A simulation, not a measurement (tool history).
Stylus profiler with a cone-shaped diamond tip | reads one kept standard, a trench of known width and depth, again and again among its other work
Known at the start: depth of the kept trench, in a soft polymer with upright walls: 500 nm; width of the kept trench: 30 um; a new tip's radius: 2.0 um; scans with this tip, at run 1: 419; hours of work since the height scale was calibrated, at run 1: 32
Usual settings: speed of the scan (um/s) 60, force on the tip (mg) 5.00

run      day  speed of the scan (um/s)  force on the tip (mg)  scans with this tip  hours of work since the height scale was calibrated  depth of the trench (Å)  width of the trench's floor (µm)
  1    0.000                        60                   5.00                  419                                                   32                   5058.8                             27.26
  2    2.917                        60                   5.00                 1035                                                   79                   5059.7                             27.16
  3    5.167                        60                   2.11                 1511                                                  116                   5039.6                             27.01
  4    8.488                        60                   5.00                 2213                                                  169                   5064.6                             27.06
  5   10.204                        60                   5.00                 2576                                                  197                   5063.6                             27.07
  6   13.729                        60                   5.00                 3321                                                  254                   5061.6                             27.01
  7   16.125                        60                   5.00                 3827                                                  293                   5065.5                             26.94
  8   18.642                        34                   5.00                 4359                                                  333                   5065.4                             26.90
  9   20.617                        60                   5.00                 4776                                                  365                   5065.7                             26.84
 10   23.888                        84                   5.00                 5468                                                  418                   5067.5                             26.75
 11   27.354                        84                   5.00                 6200                                                  474                   5065.5                             26.71
 12   31.392                        84                   5.00                 7054                                                  540                   5068.4                             26.63
 13   33.804                        17                   5.00                 7565                                                  579                   5066.8                             26.75
 14   37.742                        17                   5.00                 8396                                                  642                   5071.3                             26.62
 15   39.912                        17                   5.00                 8855                                                  677                   5072.8                             26.58
 16   43.354                        17                   5.00                 9583                                                  733                   5070.9                             26.60
 17   45.208                        17                   5.00                 9975                                                  763                   5070.3                             26.54
 18   48.746                        60                   8.38                10722                                                  820                   5098.5                             26.43
 19   52.458                        60                   5.00                11507                                                  880                   5074.9                             26.32
 20   55.529                        60                   5.00                12157                                                  930                   5074.7                             26.33
 21   58.358                        60                   5.00                12754                                                  976                   5074.6                             26.28
 22   60.600                       128                   5.00                13228                                                 1012                   5074.2                             26.11
 23   62.300                        60                   5.00                13588                                                 1039                   5076.6                             26.19
 24   65.925                        60                   5.00                14353                                                 1098                   5075.7                             26.19
 25   69.379                        65                   5.00                15084                                                 1154                   5077.9                             26.14
 26   71.658                        22                   2.33                15565                                                 1191                   5054.1                             26.11
      73.875  -- height scale calibrated on a step standard
 27   73.875                       214                  12.61                16030                                                    0                   5107.0                             25.89
 28   76.283                       214                  12.61                16539                                                   39                   5112.7                             25.86
 29   78.288                        51                   2.76                16963                                                   71                   5039.6                             26.00
 30   80.229                       181                   2.21                17373                                                  103                   5033.4                             25.52
 31   84.208                        20                   4.31                18214                                                  167                   5056.6                             25.93
 32   87.817                        38                   4.31                18977                                                  225                   5054.5                             25.93
 33   90.212                        38                   4.31                19483                                                  264                   5056.3                             25.91
 34   94.100                        64                   5.00                20305                                                  327                   5064.7                             25.75
 35   98.083                        20                   4.94                21147                                                  391                   5067.6                             25.84
 36  100.229                        20                   5.67                21600                                                  426                   5071.1                             25.75
 37  103.125                        20                  13.42                22213                                                  473                   5124.3                             25.76
 38  105.092                        31                   5.45                22629                                                  505                   5068.5                             25.64
 39  107.583                        60                   2.12                23155                                                  545                   5042.3                             25.54
 40  111.158                        50                  12.35                23911                                                  603                   5118.9                             25.64
 41  112.829                        21                   2.65                24264                                                  630                   5049.4                             25.58
     116.250  -- new tip fitted, height scale calibrated
 42  116.662                        21                   2.65                   86                                                    7                   5038.2                             27.28
 43  119.092                        74                   3.11                  600                                                   46                   5046.5                             27.13
 44  123.008                       209                   7.60                 1428                                                  109                   5081.3                             26.94
 45  126.992                        44                   1.97                 2270                                                  174                   5034.3                             27.02
 46  129.246                        85                   3.00                 2746                                                  210                   5043.8                             26.93

4 ways to go on from here, each from the tool as it stands after run 46. What would each give?
  A  132.662                        36                   1.91                 3469                                                  265                        ?                                 ?
  B  132.662                       120                   3.77                 3469                                                  265                        ?                                 ?
  C  132.662                        18                   9.15                 3469                                                  265                        ?                                 ?
  D  132.662                        41                   7.26                 3469                                                  265                        ?                                 ?

run  depth of the trench (Å)  width of the trench's floor (µm)
  A                   5037.0                             26.98
  B                   5054.5                             26.77
  C                   5092.9                             27.02
  D                   5080.8                             26.99
Without the tool's hidden state the same runs would have given:
run  depth of the trench (Å)  width of the trench's floor (µm)
  A                   5033.0                             27.28
  B                   5050.4                             27.07
  C                   5088.8                             27.32
  D                   5076.7                             27.29

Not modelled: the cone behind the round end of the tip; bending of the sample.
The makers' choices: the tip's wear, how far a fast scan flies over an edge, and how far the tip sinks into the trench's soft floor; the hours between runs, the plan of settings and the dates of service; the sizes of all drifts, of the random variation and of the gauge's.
